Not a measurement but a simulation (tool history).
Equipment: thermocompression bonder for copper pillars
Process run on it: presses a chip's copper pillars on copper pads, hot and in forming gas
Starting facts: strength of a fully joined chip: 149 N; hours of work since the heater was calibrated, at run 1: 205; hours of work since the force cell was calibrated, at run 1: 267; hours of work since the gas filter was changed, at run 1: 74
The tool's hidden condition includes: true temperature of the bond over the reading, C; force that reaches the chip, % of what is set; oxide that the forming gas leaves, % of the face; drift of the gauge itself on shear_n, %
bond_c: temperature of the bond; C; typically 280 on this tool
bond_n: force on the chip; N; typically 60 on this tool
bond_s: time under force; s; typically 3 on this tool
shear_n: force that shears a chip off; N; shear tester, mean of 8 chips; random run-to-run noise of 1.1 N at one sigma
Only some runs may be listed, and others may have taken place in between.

run,hour,bond_c,bond_n,bond_s,hours of work since the heater was calibrated,hours of work since the force cell was calibrated,hours of work since the gas filter was changed,shear_n
1,0,280,60,3,205,267,74,84.1
2,9.7,280,60,3,209,271,79,84.7
3,23.5,280,60,6,216,277,85,103.2
4,38.2,280,60,3,222,284,91,83.4
5,49.3,280,60,3,227,289,96,82.8
6,67.2,280,60,3,235,297,104,81.8
7,78.1,280,44,2,240,301,109,59.3
8,91.9,280,44,2,246,308,115,59.4
9,108.9,280,44,9,254,315,123,98.1
10,125.8,280,62,3,261,323,130,81.6
11,143.7,280,62,3,269,331,138,81.8
12,153.5,280,62,3,274,335,143,81.8

Branching from run 12: 3 alternative next runs. What would each branch give?
A,161,280,71,3,277,338,146,?
B,161,280,72,3,277,338,146,?
C,161,290,47,3,277,338,146,?

run,shear_n
A,85.8
B,87.5
C,78.5
Without the tool's hidden state the same runs would have given:
run,shear_n
A,99.2
B,101.1
C,91.1

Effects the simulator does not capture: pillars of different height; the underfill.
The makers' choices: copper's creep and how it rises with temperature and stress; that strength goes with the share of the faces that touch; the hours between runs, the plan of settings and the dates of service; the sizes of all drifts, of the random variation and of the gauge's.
